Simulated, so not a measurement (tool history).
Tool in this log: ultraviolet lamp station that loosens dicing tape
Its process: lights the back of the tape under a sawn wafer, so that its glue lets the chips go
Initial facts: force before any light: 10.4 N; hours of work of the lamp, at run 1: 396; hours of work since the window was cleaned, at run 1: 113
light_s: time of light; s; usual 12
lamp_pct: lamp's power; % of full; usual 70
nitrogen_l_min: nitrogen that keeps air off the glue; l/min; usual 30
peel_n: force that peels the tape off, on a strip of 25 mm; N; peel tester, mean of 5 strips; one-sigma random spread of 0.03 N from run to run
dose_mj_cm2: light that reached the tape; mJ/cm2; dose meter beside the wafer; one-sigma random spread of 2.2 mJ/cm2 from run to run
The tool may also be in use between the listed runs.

run	day	light_s	lamp_pct	nitrogen_l_min	hours of work of the lamp	hours of work since the window was cleaned	peel_n	dose_mj_cm2
1	0.000	12	70	30	396	113	2.325	149
2	0.521	12	70	30	406	123	2.241	152
3	0.904	12	70	30	413	130	2.292	151
4	1.300	13	70	30	421	137	2.095	163
5	1.762	13	70	30	429	146	2.177	164
6	2.396	12	70	30	441	158	2.516	150
7	2.842	12	70	30	449	166	2.455	146
8	3.146	12	70	20	455	172	3.010	146
# day 3.196: window cleaned of glue's vapour
9	3.708	12	70	20	465	10	3.108	143
10	4.338	12	70	20	477	21	3.020	137
11	4.642	12	70	20	483	27	3.128	138
12	4.996	15	100	16	489	34	1.575	243
13	5.442	15	100	16	498	42	1.589	246
14	5.762	11	66	12	503	48	4.420	120
15	6.383	11	77	20	515	59	3.286	136
# day 6.454: window cleaned of glue's vapour, once more
16	6.825	19	98	49	523	7	0.439	329
17	7.471	6	70	30	535	19	4.989	75

4 ways to go on from here, each from the tool as it stands after run 17. What would each give?
A	8.008	12	100	12	545	29	?	?
B	8.008	7	78	30	545	29	?	?
C	8.008	21	70	30	545	29	?	?
D	8.008	8	89	30	545	29	?	?

run	peel_n	dose_mj_cm2
A	2.487	204
B	4.058	94
C	0.975	251
D	3.182	122
The same runs, with their run-to-run variation unchanged, on a tool lacking any hidden condition would have given:
run	peel_n	dose_mj_cm2
A	1.431	287
B	2.809	132
C	0.475	354
D	1.993	172
